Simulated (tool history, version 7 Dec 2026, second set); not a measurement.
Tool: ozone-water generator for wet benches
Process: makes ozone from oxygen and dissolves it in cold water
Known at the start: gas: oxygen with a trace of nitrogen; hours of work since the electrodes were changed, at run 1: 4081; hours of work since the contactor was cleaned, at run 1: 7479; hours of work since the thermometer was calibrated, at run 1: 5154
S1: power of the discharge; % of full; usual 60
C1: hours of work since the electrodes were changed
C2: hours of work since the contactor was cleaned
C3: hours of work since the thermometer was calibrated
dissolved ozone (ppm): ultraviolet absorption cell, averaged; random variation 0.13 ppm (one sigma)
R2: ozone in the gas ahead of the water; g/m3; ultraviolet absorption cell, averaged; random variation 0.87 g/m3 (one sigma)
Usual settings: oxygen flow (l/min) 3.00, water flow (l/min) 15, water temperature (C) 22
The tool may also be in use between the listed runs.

run 1 hour=0.0 | S1=60 oxygen_flow_(l/min)=3.00 water_flow_(l/min)=15 water_temperature_(C)=22 | C1=4081 C2=7479 C3=5154 | dissolved_ozone_(ppm)=12.5 R2=133.1
-- hour=16.4 water thermometer calibrated
run 2 hour=71.0 | S1=60 oxygen_flow_(l/min)=3.00 water_flow_(l/min)=15 water_temperature_(C)=22 | C1=4148 C2=7547 C3=52 | dissolved_ozone_(ppm)=12.4 R2=133.1
run 3 hour=178.9 | S1=60 oxygen_flow_(l/min)=3.00 water_flow_(l/min)=15 water_temperature_(C)=25 | C1=4251 C2=7650 C3=155 | dissolved_ozone_(ppm)=11.8 R2=132.7
run 4 hour=301.3 | S1=60 oxygen_flow_(l/min)=3.00 water_flow_(l/min)=15 water_temperature_(C)=25 | C1=4368 C2=7766 C3=272 | dissolved_ozone_(ppm)=11.8 R2=131.7
run 5 hour=434.1 | S1=60 oxygen_flow_(l/min)=2.86 water_flow_(l/min)=15 water_temperature_(C)=22 | C1=4494 C2=7893 C3=398 | dissolved_ozone_(ppm)=12.5 R2=137.4
-- hour=467.0 contactor cleaned
run 6 hour=571.7 | S1=74 oxygen_flow_(l/min)=3.00 water_flow_(l/min)=15 water_temperature_(C)=28 | C1=4622 C2=100 C3=526 | dissolved_ozone_(ppm)=13.8 R2=150.6
run 7 hour=681.7 | S1=74 oxygen_flow_(l/min)=3.00 water_flow_(l/min)=15 water_temperature_(C)=28 | C1=4727 C2=205 C3=631 | dissolved_ozone_(ppm)=13.6 R2=150.8
run 8 hour=774.9 | S1=74 oxygen_flow_(l/min)=3.00 water_flow_(l/min)=15 water_temperature_(C)=28 | C1=4816 C2=294 C3=720 | dissolved_ozone_(ppm)=13.6 R2=149.1
run 9 hour=897.8 | S1=74 oxygen_flow_(l/min)=3.00 water_flow_(l/min)=15 water_temperature_(C)=28 | C1=4933 C2=411 C3=837 | dissolved_ozone_(ppm)=13.7 R2=149.6
run 10 hour=1033.8 | S1=60 oxygen_flow_(l/min)=4.94 water_flow_(l/min)=15 water_temperature_(C)=22 | C1=5062 C2=541 C3=967 | dissolved_ozone_(ppm)=12.1 R2=94.5

The same runs without the tool's hidden state, with the same run-to-run variation:
The hidden state here: yield of the discharge, % of new electrodes'; contactor's efficiency, % of a clean one's; true water temperature over the reading, C; drift of the gauge itself on ozone_ppm, %; drift of the gauge itself on gas_g_m3, %.
run=1 dissolved_ozone_(ppm)=14.1 R2=143.6
run=2 dissolved_ozone_(ppm)=14.0 R2=143.7
run=3 dissolved_ozone_(ppm)=13.4 R2=143.6
run=4 dissolved_ozone_(ppm)=13.4 R2=142.9
run=5 dissolved_ozone_(ppm)=14.3 R2=149.5
run=6 dissolved_ozone_(ppm)=15.3 R2=166.6
run=7 dissolved_ozone_(ppm)=15.1 R2=167.2
run=8 dissolved_ozone_(ppm)=15.2 R2=165.7
run=9 dissolved_ozone_(ppm)=15.4 R2=166.9
run=10 dissolved_ozone_(ppm)=13.4 R2=104.1

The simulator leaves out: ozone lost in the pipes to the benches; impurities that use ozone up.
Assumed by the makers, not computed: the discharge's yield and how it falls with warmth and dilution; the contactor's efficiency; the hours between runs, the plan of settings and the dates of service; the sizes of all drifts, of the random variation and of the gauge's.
